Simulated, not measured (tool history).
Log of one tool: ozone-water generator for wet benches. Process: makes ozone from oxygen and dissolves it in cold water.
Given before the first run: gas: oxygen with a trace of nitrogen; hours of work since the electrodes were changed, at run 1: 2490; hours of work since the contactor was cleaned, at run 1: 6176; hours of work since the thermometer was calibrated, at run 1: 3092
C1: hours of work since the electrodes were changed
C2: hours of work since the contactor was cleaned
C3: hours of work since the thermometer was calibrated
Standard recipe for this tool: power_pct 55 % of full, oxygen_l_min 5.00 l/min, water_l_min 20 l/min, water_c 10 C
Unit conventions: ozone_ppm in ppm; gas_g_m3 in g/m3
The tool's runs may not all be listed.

Run 1, hour 0.0: usual settings; C1 2490; C2 6176; C3 3092. Result: ozone_ppm 20.7 ppm, gas_g_m3 165.1 g/m3.
Run 2, hour 82.9: usual settings but oxygen_l_min 2.58 l/min; C1 2542; C2 6229; C3 3144. Result: ozone_ppm 19.4 ppm, gas_g_m3 243.1 g/m3.
Run 3, hour 226.5: usual settings but oxygen_l_min 2.58 l/min; C1 2634; C2 6320; C3 3236. Result: ozone_ppm 19.0 ppm, gas_g_m3 243.5 g/m3.
Run 4, hour 332.9: usual settings but oxygen_l_min 2.58 l/min; C1 2701; C2 6387; C3 3303. Result: ozone_ppm 19.1 ppm, gas_g_m3 241.3 g/m3.
Run 5, hour 394.4: usual settings but water_c 7 C; C1 2740; C2 6427; C3 3342. Result: ozone_ppm 21.4 ppm, gas_g_m3 165.4 g/m3.
Run 6, hour 526.5: usual settings but oxygen_l_min 3.84 l/min; C1 2824; C2 6510; C3 3426. Result: ozone_ppm 20.2 ppm, gas_g_m3 191.4 g/m3.
Run 7, hour 670.9: usual settings; C1 2916; C2 6602; C3 3518. Result: ozone_ppm 20.3 ppm, gas_g_m3 166.7 g/m3.
Run 8, hour 783.1: usual settings; C1 2987; C2 6673; C3 3589. Result: ozone_ppm 20.7 ppm, gas_g_m3 166.3 g/m3.
Run 9, hour 904.3: usual settings but water_l_min 16 l/min; C1 3064; C2 6750; C3 3666. Result: ozone_ppm 24.5 ppm, gas_g_m3 166.3 g/m3.
Run 10, hour 977.5: usual settings but water_l_min 16 l/min; C1 3110; C2 6797; C3 3712. Result: ozone_ppm 24.3 ppm, gas_g_m3 167.2 g/m3.
Run 11, hour 1108.5: usual settings but water_l_min 16 l/min; C1 3193; C2 6880; C3 3795. Result: ozone_ppm 24.5 ppm, gas_g_m3 166.7 g/m3.
Run 12, hour 1252.4: usual settings but water_l_min 16 l/min; C1 3285; C2 6971; C3 3887. Result: ozone_ppm 24.6 ppm, gas_g_m3 166.2 g/m3.
Run 13, hour 1355.3: usual settings; C1 3350; C2 7036; C3 3952. Result: ozone_ppm 20.6 ppm, gas_g_m3 168.5 g/m3.
Run 14, hour 1438.9: usual settings; C1 3403; C2 7089; C3 4005. Result: ozone_ppm 20.5 ppm, gas_g_m3 167.1 g/m3.
Run 15, hour 1507.7: usual settings; C1 3447; C2 7133; C3 4049. Result: ozone_ppm 20.8 ppm, gas_g_m3 166.7 g/m3.
Run 16, hour 1635.2: usual settings but power_pct 41 % of full, oxygen_l_min 3.06 l/min, water_l_min 13 l/min, water_c 7 C; C1 3528; C2 7214; C3 4130. Result: ozone_ppm 24.7 ppm, gas_g_m3 185.1 g/m3.
Run 17, hour 1753.7: usual settings but power_pct 63 % of full, water_l_min 26 l/min; C1 3603; C2 7289; C3 4205. Result: ozone_ppm 18.0 ppm, gas_g_m3 182.3 g/m3.
Run 18, hour 1819.2: usual settings but power_pct 44 % of full, oxygen_l_min 3.83 l/min, water_l_min 16 l/min, water_c 9 C; C1 3644; C2 7331; C3 4246. Result: ozone_ppm 21.6 ppm, gas_g_m3 170.6 g/m3.
Run 19, hour 1897.5: usual settings but power_pct 69 % of full, oxygen_l_min 2.97 l/min, water_c 6 C; C1 3694; C2 7381; C3 4296. Result: ozone_ppm 23.2 ppm, gas_g_m3 260.6 g/m3.
Run 20, hour 1984.2: usual settings but power_pct 69 % of full, oxygen_l_min 2.97 l/min, water_c 6 C; C1 3749; C2 7436; C3 4351. Result: ozone_ppm 23.5 ppm, gas_g_m3 260.1 g/m3.
Run 21, hour 2079.8: usual settings but oxygen_l_min 4.21 l/min, water_c 8 C; C1 3810; C2 7496; C3 4412. Result: ozone_ppm 20.7 ppm, gas_g_m3 185.8 g/m3.
Run 22, hour 2200.5: usual settings but oxygen_l_min 3.63 l/min; C1 3886; C2 7573; C3 4488. Result: ozone_ppm 20.2 ppm, gas_g_m3 202.3 g/m3.
Run 23, hour 2334.1: usual settings but water_l_min 18 l/min; C1 3971; C2 7658; C3 4573. Result: ozone_ppm 22.3 ppm, gas_g_m3 167.7 g/m3.
Run 24, hour 2463.6: usual settings but power_pct 76 % of full, water_l_min 18 l/min, water_c 5 C; C1 4053; C2 7740; C3 4655. Result: ozone_ppm 28.8 ppm, gas_g_m3 205.0 g/m3.
At hour 2526.4: gauge calibrated.
Run 25, hour 2558.7: usual settings but power_pct 57 % of full, oxygen_l_min 3.11 l/min, water_l_min 26 l/min, water_c 7 C; C1 4114; C2 7800; C3 4716. Result: ozone_ppm 16.2 ppm, gas_g_m3 221.2 g/m3.
Run 26, hour 2625.6: usual settings but power_pct 65 % of full, oxygen_l_min 3.15 l/min, water_l_min 24 l/min, water_c 7 C; C1 4156; C2 7843; C3 4758. Result: ozone_ppm 18.7 ppm, gas_g_m3 236.0 g/m3.
Run 27, hour 2702.5: usual settings but power_pct 49 % of full, oxygen_l_min 3.85 l/min, water_l_min 13 l/min; C1 4205; C2 7891; C3 4807. Result: ozone_ppm 26.1 ppm, gas_g_m3 176.9 g/m3.
Run 28, hour 2794.5: usual settings but power_pct 49 % of full, oxygen_l_min 3.66 l/min, water_l_min 13 l/min, water_c 6 C; C1 4263; C2 7950; C3 4865. Result: ozone_ppm 27.9 ppm, gas_g_m3 183.5 g/m3.
Run 29, hour 2916.5: usual settings but power_pct 49 % of full, oxygen_l_min 3.66 l/min, water_l_min 13 l/min, water_c 6 C; C1 4341; C2 8027; C3 4943. Result: ozone_ppm 27.7 ppm, gas_g_m3 185.5 g/m3.
Run 30, hour 3013.5: usual settings but power_pct 49 % of full, oxygen_l_min 3.66 l/min, water_l_min 13 l/min, water_c 6 C; C1 4402; C2 8089; C3 5004. Result: ozone_ppm 27.9 ppm, gas_g_m3 184.7 g/m3.

How the hidden state differs across the entries between the runs, from the last listed run before each to the first after it:
Runs 24 to 25: gauge calibrated (hour 2526.4)
  drift of the gauge itself on gas_g_m3, %: 2.88 -> 0.04
  difference, measured minus the result without the unlogged condition, gas_g_m3: +5.4 -> -0.2 g/m3
